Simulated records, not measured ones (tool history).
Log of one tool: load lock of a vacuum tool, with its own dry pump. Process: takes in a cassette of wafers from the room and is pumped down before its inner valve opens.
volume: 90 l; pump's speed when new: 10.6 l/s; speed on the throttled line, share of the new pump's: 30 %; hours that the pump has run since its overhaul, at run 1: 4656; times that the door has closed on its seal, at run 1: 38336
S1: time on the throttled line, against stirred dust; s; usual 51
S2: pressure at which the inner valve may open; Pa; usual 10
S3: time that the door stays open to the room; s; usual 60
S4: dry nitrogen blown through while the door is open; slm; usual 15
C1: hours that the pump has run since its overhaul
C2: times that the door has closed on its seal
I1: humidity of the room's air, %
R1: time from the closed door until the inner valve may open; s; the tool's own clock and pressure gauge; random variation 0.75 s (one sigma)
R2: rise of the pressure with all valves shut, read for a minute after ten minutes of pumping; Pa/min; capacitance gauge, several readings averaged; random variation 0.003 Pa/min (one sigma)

Run 1, hour 0: usual settings; C1 4656; C2 38336; I1 44.1. Result: R1 115.6 s, R2 0.018 Pa/min.
Run 2, hour 234.4: usual settings; C1 4891; C2 39500; I1 45.7. Result: R1 115.3 s, R2 0.016 Pa/min.
Run 3, hour 475: usual settings; C1 5131; C2 40694; I1 46.8. Result: R1 115.1 s, R2 0.015 Pa/min.
Run 4, hour 648.3: usual settings; C1 5305; C2 41555; I1 46.2. Result: R1 115.3 s, R2 0.022 Pa/min.
Run 5, hour 820.4: usual settings; C1 5477; C2 42409; I1 44.9. Result: R1 114.1 s, R2 0.016 Pa/min.
Run 6, hour 1052.9: usual settings; C1 5709; C2 43564; I1 42.9. Result: R1 114.4 s, R2 0.018 Pa/min.
Run 7, hour 1334.6: usual settings; C1 5991; C2 44963; I1 43.8. Result: R1 115.5 s, R2 0.016 Pa/min.
Run 8, hour 1601.3: usual settings; C1 6258; C2 46287; I1 47.7. Result: R1 114.7 s, R2 0.016 Pa/min.
At hour 1666.7: door's seal changed, seat wiped.
Run 9, hour 1790.1: usual settings; C1 6445; C2 612; I1 44.6. Result: R1 114.6 s, R2 0.017 Pa/min.
Run 10, hour 1950.6: usual settings; C1 6606; C2 1409; I1 43.3. Result: R1 113.8 s, R2 0.018 Pa/min.
Run 11, hour 2174.2: usual settings; C1 6829; C2 2519; I1 42.8. Result: R1 114.2 s, R2 0.015 Pa/min.
Run 12, hour 2347.8: usual settings but S2 11 Pa; C1 7003; C2 3382; I1 43.8. Result: R1 113.6 s, R2 0.021 Pa/min.
Run 13, hour 2546.7: usual settings but S2 11 Pa; C1 7202; C2 4369; I1 49.2. Result: R1 113.2 s, R2 0.018 Pa/min.
Run 14, hour 2759.4: usual settings but S2 11 Pa, S4 5 slm; C1 7414; C2 5425; I1 43.6. Result: R1 112.9 s, R2 0.021 Pa/min.
Run 15, hour 3003: usual settings but S1 58 s, S2 11 Pa, S4 5 slm; C1 7658; C2 6635; I1 45.7. Result: R1 118.8 s, R2 0.032 Pa/min.
Run 16, hour 3267.3: usual settings but S1 58 s, S2 11 Pa, S4 5 slm; C1 7922; C2 7947; I1 47.6. Result: R1 119.6 s, R2 0.027 Pa/min.
Run 17, hour 3387.5: usual settings but S1 69 s; C1 8042; C2 8544; I1 43.6. Result: R1 128.1 s, R2 0.016 Pa/min.
Run 18, hour 3603.4: usual settings but S4 34 slm; C1 8258; C2 9616; I1 44.4. Result: R1 115.8 s, R2 0.007 Pa/min.
Run 19, hour 3754.9: usual settings but S1 33 s; C1 8410; C2 10369; I1 46.6. Result: R1 101 s, R2 0.017 Pa/min.
Run 20, hour 4034.7: usual settings but S1 61 s, S3 100 s; C1 8690; C2 11758; I1 46.1. Result: R1 122.8 s, R2 0.027 Pa/min.
Run 21, hour 4293: usual settings but S1 61 s, S3 100 s; C1 8948; C2 13041; I1 44. Result: R1 121.6 s, R2 0.022 Pa/min.
Run 22, hour 4459.1: usual settings but S1 49 s, S2 8 Pa, S3 27 s; C1 9114; C2 13865; I1 46.4. Result: R1 115.6 s, R2 0.009 Pa/min.
Run 23, hour 4622.1: usual settings but S1 49 s, S2 8 Pa, S3 27 s; C1 9277; C2 14675; I1 43.8. Result: R1 115.2 s, R2 0.014 Pa/min.
Run 24, hour 4765: usual settings but S1 27 s, S3 58 s, S4 5 slm; C1 9420; C2 15385; I1 45.8. Result: R1 96.9 s, R2 0.03 Pa/min.
Run 25, hour 5025.1: usual settings but S1 27 s, S3 58 s, S4 5 slm; C1 9680; C2 16676; I1 49.8. Result: R1 98.2 s, R2 0.029 Pa/min.
Run 26, hour 5250.3: usual settings but S1 27 s, S3 58 s, S4 5 slm; C1 9905; C2 17794; I1 40.9. Result: R1 98 s, R2 0.022 Pa/min.
Run 27, hour 5434.3: usual settings but S1 27 s, S3 58 s, S4 5 slm; C1 10089; C2 18708; I1 42.8. Result: R1 98 s, R2 0.024 Pa/min.
Run 28, hour 5717.9: usual settings but S1 74 s, S2 12 Pa, S4 5 slm; C1 10373; C2 20116; I1 44.2. Result: R1 129.3 s, R2 0.029 Pa/min.
Run 29, hour 5993.2: usual settings but S1 74 s, S2 12 Pa, S4 5 slm; C1 10648; C2 21483; I1 42.9. Result: R1 128.8 s, R2 0.024 Pa/min.
Run 30, hour 6225.1: usual settings but S1 74 s, S2 12 Pa, S4 5 slm; C1 10880; C2 22635; I1 47.9. Result: R1 129.1 s, R2 0.026 Pa/min.
Run 31, hour 6504.1: usual settings but S1 82 s, S2 12 Pa, S3 187 s, S4 16 slm; C1 11159; C2 24020; I1 45.1. Result: R1 134.8 s, R2 0.034 Pa/min.
Run 32, hour 6682.5: usual settings but S2 19 Pa, S3 204 s; C1 11337; C2 24906; I1 43.1. Result: R1 109.3 s, R2 0.039 Pa/min.
Run 33, hour 6886.1: usual settings but S2 19 Pa, S3 204 s; C1 11541; C2 25917; I1 44.5. Result: R1 107.9 s, R2 0.038 Pa/min.

Hidden state at the last listed run before each entry between runs and at the first one after, where it differs:
Between runs 8 and 9: door's seal changed, seat wiped (hour 1666.7)
  leak at the door's seal, Pa l/s: 0.0034 -> 0.002

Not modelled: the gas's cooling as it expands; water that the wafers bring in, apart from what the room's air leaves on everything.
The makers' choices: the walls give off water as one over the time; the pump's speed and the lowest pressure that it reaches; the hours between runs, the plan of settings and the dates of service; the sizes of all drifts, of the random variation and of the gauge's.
